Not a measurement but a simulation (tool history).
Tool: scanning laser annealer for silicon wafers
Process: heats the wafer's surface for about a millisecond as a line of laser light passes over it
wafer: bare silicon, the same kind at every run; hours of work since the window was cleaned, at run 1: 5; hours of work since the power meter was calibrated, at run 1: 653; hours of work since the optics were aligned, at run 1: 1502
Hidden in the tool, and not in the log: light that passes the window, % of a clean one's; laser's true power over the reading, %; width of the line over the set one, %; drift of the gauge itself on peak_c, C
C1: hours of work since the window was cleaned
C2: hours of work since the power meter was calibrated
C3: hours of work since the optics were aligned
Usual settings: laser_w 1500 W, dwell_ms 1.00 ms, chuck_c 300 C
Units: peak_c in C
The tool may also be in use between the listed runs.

{"run": 1, "hour": 0.0, "laser_w": 1500, "dwell_ms": 1.0, "chuck_c": 300, "C1": 5, "C2": 653, "C3": 1502, "peak_c": 1019}
{"run": 2, "hour": 18.6, "laser_w": 1500, "dwell_ms": 1.0, "chuck_c": 300, "C1": 18, "C2": 665, "C3": 1514, "peak_c": 1022}
{"run": 3, "hour": 53.9, "laser_w": 1500, "dwell_ms": 1.0, "chuck_c": 300, "C1": 41, "C2": 688, "C3": 1537, "peak_c": 1020}
{"run": 4, "hour": 87.2, "laser_w": 1500, "dwell_ms": 1.0, "chuck_c": 300, "C1": 62, "C2": 709, "C3": 1559, "peak_c": 1021}
{"run": 5, "hour": 107.4, "laser_w": 1500, "dwell_ms": 1.0, "chuck_c": 300, "C1": 75, "C2": 723, "C3": 1572, "peak_c": 1018}
{"run": 6, "hour": 138.8, "laser_w": 1500, "dwell_ms": 0.91, "chuck_c": 300, "C1": 96, "C2": 743, "C3": 1592, "peak_c": 989}
{"run": 7, "hour": 167.9, "laser_w": 1500, "dwell_ms": 0.91, "chuck_c": 300, "C1": 115, "C2": 762, "C3": 1611, "peak_c": 987}
{"run": 8, "hour": 184.5, "laser_w": 1500, "dwell_ms": 0.91, "chuck_c": 300, "C1": 125, "C2": 773, "C3": 1622, "peak_c": 990}
{"run": 9, "hour": 215.2, "laser_w": 1500, "dwell_ms": 0.91, "chuck_c": 300, "C1": 145, "C2": 793, "C3": 1642, "peak_c": 988}
{"run": 10, "hour": 242.4, "laser_w": 1558, "dwell_ms": 0.91, "chuck_c": 300, "C1": 163, "C2": 810, "C3": 1660, "peak_c": 1020}
{"run": 11, "hour": 259.8, "laser_w": 1500, "dwell_ms": 1.13, "chuck_c": 300, "C1": 174, "C2": 822, "C3": 1671, "peak_c": 1060}
{"run": 12, "hour": 296.2, "laser_w": 1405, "dwell_ms": 1.0, "chuck_c": 326, "C1": 198, "C2": 845, "C3": 1695, "peak_c": 990}
{"run": 13, "hour": 317.8, "laser_w": 1405, "dwell_ms": 0.85, "chuck_c": 326, "C1": 212, "C2": 859, "C3": 1709, "peak_c": 941}
{"run": 14, "hour": 341.3, "laser_w": 1419, "dwell_ms": 0.71, "chuck_c": 337, "C1": 227, "C2": 874, "C3": 1724, "peak_c": 908}
{"run": 15, "hour": 357.8, "laser_w": 1500, "dwell_ms": 0.92, "chuck_c": 313, "C1": 238, "C2": 885, "C3": 1735, "peak_c": 1003}
{"run": 16, "hour": 376.9, "laser_w": 1363, "dwell_ms": 1.01, "chuck_c": 292, "C1": 250, "C2": 898, "C3": 1747, "peak_c": 934}
{"run": 17, "hour": 397.8, "laser_w": 1477, "dwell_ms": 0.98, "chuck_c": 307, "C1": 264, "C2": 911, "C3": 1761, "peak_c": 1009}
{"run": 18, "hour": 422.4, "laser_w": 1446, "dwell_ms": 1.1, "chuck_c": 283, "C1": 280, "C2": 927, "C3": 1777, "peak_c": 1004}

5 ways to go on from here, each from the tool as it stands after run 18. What would each give?
{"run": "A", "hour": 454.0, "laser_w": 1446, "dwell_ms": 0.87, "chuck_c": 327, "C1": 300, "C2": 948, "C3": 1797, "peak_c": "?"}
{"run": "B", "hour": 454.0, "laser_w": 1586, "dwell_ms": 0.77, "chuck_c": 288, "C1": 300, "C2": 948, "C3": 1797, "peak_c": "?"}
{"run": "C", "hour": 454.0, "laser_w": 1560, "dwell_ms": 1.1, "chuck_c": 283, "C1": 300, "C2": 948, "C3": 1797, "peak_c": "?"}
{"run": "D", "hour": 454.0, "laser_w": 1586, "dwell_ms": 1.1, "chuck_c": 283, "C1": 300, "C2": 948, "C3": 1797, "peak_c": "?"}
{"run": "E", "hour": 454.0, "laser_w": 1446, "dwell_ms": 1.1, "chuck_c": 288, "C1": 300, "C2": 948, "C3": 1797, "peak_c": "?"}

run=A peak_c=970
run=B peak_c=974
run=C peak_c=1071
run=D peak_c=1092
run=E peak_c=1005
Without the tool's hidden state the same runs would have given:
run=A peak_c=970
run=B peak_c=974
run=C peak_c=1071
run=D peak_c=1093
run=E peak_c=1005

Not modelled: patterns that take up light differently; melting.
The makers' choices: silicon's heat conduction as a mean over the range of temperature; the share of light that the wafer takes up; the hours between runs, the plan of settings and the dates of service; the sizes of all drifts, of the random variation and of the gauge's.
